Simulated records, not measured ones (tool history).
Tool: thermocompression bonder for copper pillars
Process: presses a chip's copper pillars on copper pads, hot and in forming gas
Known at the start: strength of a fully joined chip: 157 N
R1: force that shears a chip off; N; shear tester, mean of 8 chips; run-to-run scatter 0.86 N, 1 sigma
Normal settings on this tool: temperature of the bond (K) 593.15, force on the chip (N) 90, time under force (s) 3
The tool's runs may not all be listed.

run 1 hour=0.0 | temperature_of_the_bond_(K)=593.15 force_on_the_chip_(N)=90 time_under_force_(s)=3 | R1=74.7
run 2 hour=8.1 | temperature_of_the_bond_(K)=593.15 force_on_the_chip_(N)=90 time_under_force_(s)=3 | R1=75.2
run 3 hour=18.6 | temperature_of_the_bond_(K)=593.15 force_on_the_chip_(N)=90 time_under_force_(s)=3 | R1=75.7
run 4 hour=26.4 | temperature_of_the_bond_(K)=593.15 force_on_the_chip_(N)=90 time_under_force_(s)=3 | R1=75.0
run 5 hour=34.0 | temperature_of_the_bond_(K)=593.15 force_on_the_chip_(N)=90 time_under_force_(s)=3 | R1=75.2
run 6 hour=44.1 | temperature_of_the_bond_(K)=603.15 force_on_the_chip_(N)=90 time_under_force_(s)=3 | R1=81.0
run 7 hour=53.5 | temperature_of_the_bond_(K)=593.15 force_on_the_chip_(N)=83 time_under_force_(s)=3 | R1=70.4
run 8 hour=60.1 | temperature_of_the_bond_(K)=593.15 force_on_the_chip_(N)=83 time_under_force_(s)=2 | R1=59.2
-- hour=61.4 forming gas filter changed
run 9 hour=66.6 | temperature_of_the_bond_(K)=593.15 force_on_the_chip_(N)=83 time_under_force_(s)=2 | R1=60.4
run 10 hour=77.0 | temperature_of_the_bond_(K)=593.15 force_on_the_chip_(N)=90 time_under_force_(s)=4 | R1=81.8
run 11 hour=83.4 | temperature_of_the_bond_(K)=593.15 force_on_the_chip_(N)=90 time_under_force_(s)=4 | R1=81.7
run 12 hour=92.5 | temperature_of_the_bond_(K)=593.15 force_on_the_chip_(N)=90 time_under_force_(s)=3 | R1=74.7
run 13 hour=97.9 | temperature_of_the_bond_(K)=593.15 force_on_the_chip_(N)=90 time_under_force_(s)=3 | R1=73.9
run 14 hour=107.4 | temperature_of_the_bond_(K)=593.15 force_on_the_chip_(N)=90 time_under_force_(s)=3 | R1=75.7
run 15 hour=112.2 | temperature_of_the_bond_(K)=593.15 force_on_the_chip_(N)=90 time_under_force_(s)=4 | R1=82.2
run 16 hour=122.6 | temperature_of_the_bond_(K)=593.15 force_on_the_chip_(N)=90 time_under_force_(s)=4 | R1=83.5
run 17 hour=131.7 | temperature_of_the_bond_(K)=593.15 force_on_the_chip_(N)=90 time_under_force_(s)=4 | R1=83.6
run 18 hour=140.8 | temperature_of_the_bond_(K)=593.15 force_on_the_chip_(N)=90 time_under_force_(s)=4 | R1=83.9
run 19 hour=150.6 | temperature_of_the_bond_(K)=593.15 force_on_the_chip_(N)=90 time_under_force_(s)=5 | R1=88.5
run 20 hour=159.5 | temperature_of_the_bond_(K)=593.15 force_on_the_chip_(N)=90 time_under_force_(s)=3 | R1=75.1
run 21 hour=169.1 | temperature_of_the_bond_(K)=593.15 force_on_the_chip_(N)=90 time_under_force_(s)=3 | R1=74.8
run 22 hour=176.9 | temperature_of_the_bond_(K)=593.15 force_on_the_chip_(N)=90 time_under_force_(s)=3 | R1=75.7
run 23 hour=183.3 | temperature_of_the_bond_(K)=593.15 force_on_the_chip_(N)=90 time_under_force_(s)=3 | R1=76.0
run 24 hour=191.3 | temperature_of_the_bond_(K)=593.15 force_on_the_chip_(N)=90 time_under_force_(s)=3 | R1=76.9
run 25 hour=199.4 | temperature_of_the_bond_(K)=593.15 force_on_the_chip_(N)=62 time_under_force_(s)=2 | R1=45.4
run 26 hour=208.5 | temperature_of_the_bond_(K)=577.15 force_on_the_chip_(N)=119 time_under_force_(s)=2 | R1=73.7
run 27 hour=219.3 | temperature_of_the_bond_(K)=577.15 force_on_the_chip_(N)=112 time_under_force_(s)=3 | R1=78.1
run 28 hour=227.8 | temperature_of_the_bond_(K)=573.15 force_on_the_chip_(N)=62 time_under_force_(s)=2 | R1=37.9
run 29 hour=235.7 | temperature_of_the_bond_(K)=599.15 force_on_the_chip_(N)=78 time_under_force_(s)=8 | R1=95.7
run 30 hour=240.1 | temperature_of_the_bond_(K)=593.15 force_on_the_chip_(N)=92 time_under_force_(s)=8 | R1=103.1
run 31 hour=245.6 | temperature_of_the_bond_(K)=575.15 force_on_the_chip_(N)=129 time_under_force_(s)=6 | R1=108.7
run 32 hour=252.7 | temperature_of_the_bond_(K)=619.15 force_on_the_chip_(N)=111 time_under_force_(s)=4 | R1=111.8
run 33 hour=261.1 | temperature_of_the_bond_(K)=619.15 force_on_the_chip_(N)=92 time_under_force_(s)=4 | R1=98.4
run 34 hour=271.1 | temperature_of_the_bond_(K)=598.15 force_on_the_chip_(N)=90 time_under_force_(s)=5 | R1=90.5
run 35 hour=277.2 | temperature_of_the_bond_(K)=603.15 force_on_the_chip_(N)=90 time_under_force_(s)=5 | R1=94.9
run 36 hour=284.8 | temperature_of_the_bond_(K)=588.15 force_on_the_chip_(N)=125 time_under_force_(s)=7 | R1=118.2
run 37 hour=289.5 | temperature_of_the_bond_(K)=588.15 force_on_the_chip_(N)=86 time_under_force_(s)=4 | R1=76.6
run 38 hour=298.9 | temperature_of_the_bond_(K)=574.15 force_on_the_chip_(N)=117 time_under_force_(s)=7 | R1=103.2
run 39 hour=303.3 | temperature_of_the_bond_(K)=574.15 force_on_the_chip_(N)=64 time_under_force_(s)=3 | R1=46.3

Branching from run 39: 4 alternative next runs. What would each branch give?
run A hour=312.9 | temperature_of_the_bond_(K)=582.15 force_on_the_chip_(N)=85 time_under_force_(s)=3 | R1=?
run B hour=312.9 | temperature_of_the_bond_(K)=582.15 force_on_the_chip_(N)=110 time_under_force_(s)=2 | R1=?
run C hour=312.9 | temperature_of_the_bond_(K)=622.15 force_on_the_chip_(N)=131 time_under_force_(s)=4 | R1=?
run D hour=312.9 | temperature_of_the_bond_(K)=578.15 force_on_the_chip_(N)=99 time_under_force_(s)=4 | R1=?

run=A R1=67.5
run=B R1=69.8
run=C R1=124.9
run=D R1=79.5
Stripped of hidden state, with their random variation kept, the same runs would have yielded:
run=A R1=67.7
run=B R1=70.0
run=C R1=125.4
run=D R1=79.8
